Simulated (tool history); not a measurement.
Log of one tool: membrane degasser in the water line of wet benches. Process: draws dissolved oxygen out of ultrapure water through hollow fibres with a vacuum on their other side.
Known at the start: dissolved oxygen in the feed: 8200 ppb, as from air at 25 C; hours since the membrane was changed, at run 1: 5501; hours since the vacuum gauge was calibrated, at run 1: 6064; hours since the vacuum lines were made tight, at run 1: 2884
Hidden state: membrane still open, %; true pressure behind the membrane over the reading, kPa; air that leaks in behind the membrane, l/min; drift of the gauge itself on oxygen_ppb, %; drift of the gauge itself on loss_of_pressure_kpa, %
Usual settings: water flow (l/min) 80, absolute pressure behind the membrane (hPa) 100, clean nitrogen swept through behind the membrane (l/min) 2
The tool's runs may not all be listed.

run	hour	water flow (l/min)	absolute pressure behind the membrane (hPa)	clean nitrogen swept through behind the membrane (l/min)	hours since the membrane was changed	hours since the vacuum gauge was calibrated	hours since the vacuum lines were made tight	dissolved oxygen in the water behind the degasser (ppb)	pressure that the water loses in the fibres (hPa)
1	0	80	100	2	5501	6064	2884	650.7	694.3
2	173.2	80	100	2	5674	6237	3057	651.5	691.4
3	509.3	80	100	2	6010	6573	3393	647.9	690.3
4	697.7	80	100	2	6198	6762	3582	651.2	690.2
5	846.4	80	100	2	6347	6910	3730	653.3	692.7
6	1189	80	100	1.91	6690	7253	4073	670.2	695.5
7	1405.5	80	100	1.91	6906	7469	4290	680.2	697.5
8	1754.8	80	100	1.91	7255	7819	4639	662.6	698.4
9	1934	80	100	1.91	7435	7998	4818	670	695.2
10	2268.9	80	100	1.91	7769	8333	5153	670.9	699.9
# hour 2385.8: vacuum gauge calibrated
11	2455.9	80	100	5.1	7956	70	5339	373.2	694.4
12	2656.3	107	100	2	8156	270	5540	931.4	933
13	2878.4	107	100	2	8378	493	5762	942.4	938.3
14	3203.6	107	100	2	8704	818	6087	941.3	940.7
15	3382.7	80	100	4	8883	997	6266	430.4	698.1
16	3538.6	80	100	4	9039	1153	6422	434.3	698.4
# hour 3795: seals of the vacuum lines changed
17	3808	113	143	0.91	9306	1420	13	1955.4	990.7
18	4038.8	113	90	2.21	9537	1651	244	884.8	994.5
19	4316.4	93	66	2	9814	1929	521	521.5	824.6
20	4485.9	93	66	2	9984	2098	691	520.9	821.8
21	4773.7	88	66	2.05	10272	2386	979	471	778.9
22	4979.6	80	100	3.32	10478	2592	1185	486	709.2
23	5264.1	80	78	2.3	10762	2876	1469	462.1	705.9
24	5460.8	87	78	1.72	10959	3073	1666	609.8	772.3
25	5734.5	102	130	0.87	11233	3347	1939	1693.4	908
26	6078.9	80	180	5.45	11577	3691	2284	615	711.9
27	6360	80	155	5.45	11858	3972	2565	541.2	714.2
28	6606.5	74	211	4.82	12105	4219	2812	688.7	661.5
29	6895.6	54	100	2	12394	4508	3101	410.3	486.8
30	7043.8	80	100	2.46	12542	4656	3249	584.3	718.1
31	7199.8	80	100	2.46	12698	4812	3405	594.5	713.8

Forecast each of these 3 alternatives for the next run:
A	7457.1	80	100	5.31	12955	5069	3662	?	?
B	7457.1	80	100	2.12	12955	5069	3662	?	?
C	7457.1	80	100	2.57	12955	5069	3662	?	?

run	dissolved oxygen in the water behind the degasser (ppb)	pressure that the water loses in the fibres (hPa)
A	382.1	716.8
B	637.4	712.4
C	575.8	717.4
Without the tool's hidden state the same runs would have given:
run	dissolved oxygen in the water behind the degasser (ppb)	pressure that the water loses in the fibres (hPa)
A	343.9	669.9
B	600.1	665.8
C	537.8	670.4
